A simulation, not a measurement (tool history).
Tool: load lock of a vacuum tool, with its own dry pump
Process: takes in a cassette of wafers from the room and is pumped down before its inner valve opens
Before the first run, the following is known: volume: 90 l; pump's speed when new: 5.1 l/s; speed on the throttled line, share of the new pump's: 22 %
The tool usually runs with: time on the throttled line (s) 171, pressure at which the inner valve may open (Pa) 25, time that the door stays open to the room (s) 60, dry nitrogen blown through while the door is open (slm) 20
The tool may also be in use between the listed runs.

run	hour	time on the throttled line (s)	pressure at which the inner valve may open (Pa)	time that the door stays open to the room (s)	dry nitrogen blown through while the door is open (slm)	incoming humidity of the room's air, %	time from the closed door until the inner valve may open (s)	rise of the pressure with all valves shut (Pa/min)
1	0.0	171	25	60	20	45.7	280.8	0.014
# hour 242.7: door's seal changed, seat wiped
2	507.4	171	25	60	20	45.4	281.1	0.013
3	1200.0	171	25	60	20	45.3	276.5	0.015
4	1813.4	171	25	60	20	42.6	278.5	0.020
5	2521.0	171	25	60	34	47.4	279.6	0.009
6	2973.9	171	25	60	34	43.7	280.8	0.006
7	3631.1	171	25	60	34	43.1	279.1	0.014
8	4118.1	171	42	60	20	48.3	271.8	0.016
9	4700.0	171	42	60	20	44.9	270.3	0.018
10	5389.8	171	42	60	12	47.5	271.0	0.026
11	5784.2	171	42	60	12	45.0	269.4	0.018
12	6316.5	171	25	60	20	44.1	278.5	0.016
13	6896.6	171	25	60	20	42.5	281.7	0.016
14	7592.6	171	25	60	20	45.3	279.4	0.021
15	8028.8	171	25	60	20	44.9	277.0	0.015
16	8670.7	171	25	60	20	47.1	280.0	0.024
17	9301.7	171	25	60	20	43.8	280.4	0.017
18	9959.1	171	25	60	20	45.3	279.0	0.011
# hour 10513.9: door's seal changed, seat wiped
19	10602.9	171	25	60	20	45.0	280.4	0.013
20	11040.2	110	30	211	10	45.7	230.4	0.050
21	11555.3	309	19	60	10	44.9	389.4	0.016
22	12082.7	93	25	157	20	44.8	217.9	0.029
23	12618.3	93	25	157	20	44.4	218.2	0.027
24	12989.2	171	25	76	37	43.1	278.5	0.010
25	13392.3	99	25	60	20	47.2	223.6	0.017
26	13757.5	148	31	60	20	43.9	257.7	0.016
27	14070.4	171	46	60	20	43.1	268.8	0.010
28	14374.6	171	33	81	20	44.9	276.8	0.014
# hour 14695.2: dry pump taken out, an overhauled one fitted
29	14695.2	272	25	131	20	44.8	356.3	0.024
30	15123.3	272	25	131	20	45.1	362.0	0.026
31	15546.2	90	38	46	8	47.0	208.1	0.016
32	16084.8	90	38	46	8	47.3	208.5	0.018
33	16517.7	90	38	201	19	43.8	207.8	0.033
34	16934.4	90	31	42	19	45.7	211.6	0.013
35	17304.9	147	47	166	39	43.8	251.9	0.020
36	17863.3	147	42	53	39	44.2	251.7	0.010
37	18287.3	147	42	53	39	44.7	250.7	0.005

Consider 3 possible next runs. They are alternatives, not a sequence: every one starts from the tool as it was left by run 37. What does each give?
A	18963.0	171	20	169	20	47.1	?	?
B	18963.0	167	42	67	5	48.6	?	?
C	18963.0	171	40	96	4	46.2	?	?

run	time from the closed door until the inner valve may open (s)	rise of the pressure with all valves shut (Pa/min)
A	281.3	0.029
B	267.1	0.028
C	267.0	0.039
Without the tool's unlogged condition, the same runs would have read:
run	time from the closed door until the inner valve may open (s)	rise of the pressure with all valves shut (Pa/min)
A	281.3	0.028
B	267.1	0.027
C	267.0	0.038

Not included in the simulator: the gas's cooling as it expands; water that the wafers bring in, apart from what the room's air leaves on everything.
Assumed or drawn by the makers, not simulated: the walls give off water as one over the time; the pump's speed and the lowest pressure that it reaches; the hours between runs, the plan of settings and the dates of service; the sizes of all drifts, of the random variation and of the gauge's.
